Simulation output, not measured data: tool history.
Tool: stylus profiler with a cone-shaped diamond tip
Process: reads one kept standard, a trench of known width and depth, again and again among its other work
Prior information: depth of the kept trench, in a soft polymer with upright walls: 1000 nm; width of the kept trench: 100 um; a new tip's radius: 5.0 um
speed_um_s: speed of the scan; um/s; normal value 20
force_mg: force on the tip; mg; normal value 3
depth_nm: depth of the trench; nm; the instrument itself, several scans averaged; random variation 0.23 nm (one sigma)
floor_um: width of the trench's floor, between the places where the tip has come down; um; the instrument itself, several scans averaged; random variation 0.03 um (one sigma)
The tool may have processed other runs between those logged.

Run 1, hour 0: usual settings. Result: depth_nm 1010.54 nm, floor_um 93.89 um.
Run 2, hour 7.8: usual settings. Result: depth_nm 1010.02 nm, floor_um 93.95 um.
Run 3, hour 15.7: usual settings. Result: depth_nm 1010.28 nm, floor_um 93.96 um.
Run 4, hour 32.4: usual settings. Result: depth_nm 1010.22 nm, floor_um 93.97 um.
Run 5, hour 44.4: usual settings. Result: depth_nm 1010.09 nm, floor_um 93.89 um.
Run 6, hour 52.7: usual settings. Result: depth_nm 1009.98 nm, floor_um 93.95 um.
Run 7, hour 64.7: usual settings but speed_um_s 21 um/s. Result: depth_nm 1010.05 nm, floor_um 93.91 um.
Run 8, hour 74.5: usual settings. Result: depth_nm 1010.04 nm, floor_um 93.9 um.
Run 9, hour 84.3: usual settings. Result: depth_nm 1010.08 nm, floor_um 93.91 um.
Run 10, hour 96.2: usual settings. Result: depth_nm 1010.3 nm, floor_um 93.9 um.
Run 11, hour 114.4: usual settings. Result: depth_nm 1009.87 nm, floor_um 93.88 um.
Run 12, hour 125.5: usual settings but speed_um_s 58 um/s, force_mg 8 mg. Result: depth_nm 1019.68 nm, floor_um 93.9 um.
Run 13, hour 133.6: usual settings but speed_um_s 28 um/s, force_mg 3.51 mg. Result: depth_nm 1011.46 nm, floor_um 93.92 um.
Run 14, hour 148.7: usual settings but speed_um_s 67 um/s, force_mg 5.44 mg. Result: depth_nm 1015.07 nm, floor_um 93.79 um.
Run 15, hour 162: usual settings but speed_um_s 5 um/s, force_mg 4.76 mg. Result: depth_nm 1013.73 nm, floor_um 93.98 um.

Here are 4 independent what-if runs from the current tool condition. What would each one return?
Run A, hour 173.8: usual settings but speed_um_s 32 um/s, force_mg 4.76 mg. Result: depth_nm ?, floor_um ?.
Run B, hour 173.8: usual settings but speed_um_s 8 um/s, force_mg 4.47 mg. Result: depth_nm ?, floor_um ?.
Run C, hour 173.8: usual settings but speed_um_s 5 um/s, force_mg 2.26 mg. Result: depth_nm ?, floor_um ?.
Run D, hour 173.8: usual settings but speed_um_s 16 um/s, force_mg 4.94 mg. Result: depth_nm ?, floor_um ?.

run  depth_nm  floor_um
  A   1014.34     93.82
  B   1012.89     93.96
  C   1008.09     93.97
  D    1013.7     93.97
Had the tool no hidden state, the same runs would have come out as:
run  depth_nm  floor_um
  A   1014.33     93.82
  B   1012.88     93.97
  C   1008.08     93.97
  D   1013.69     93.97
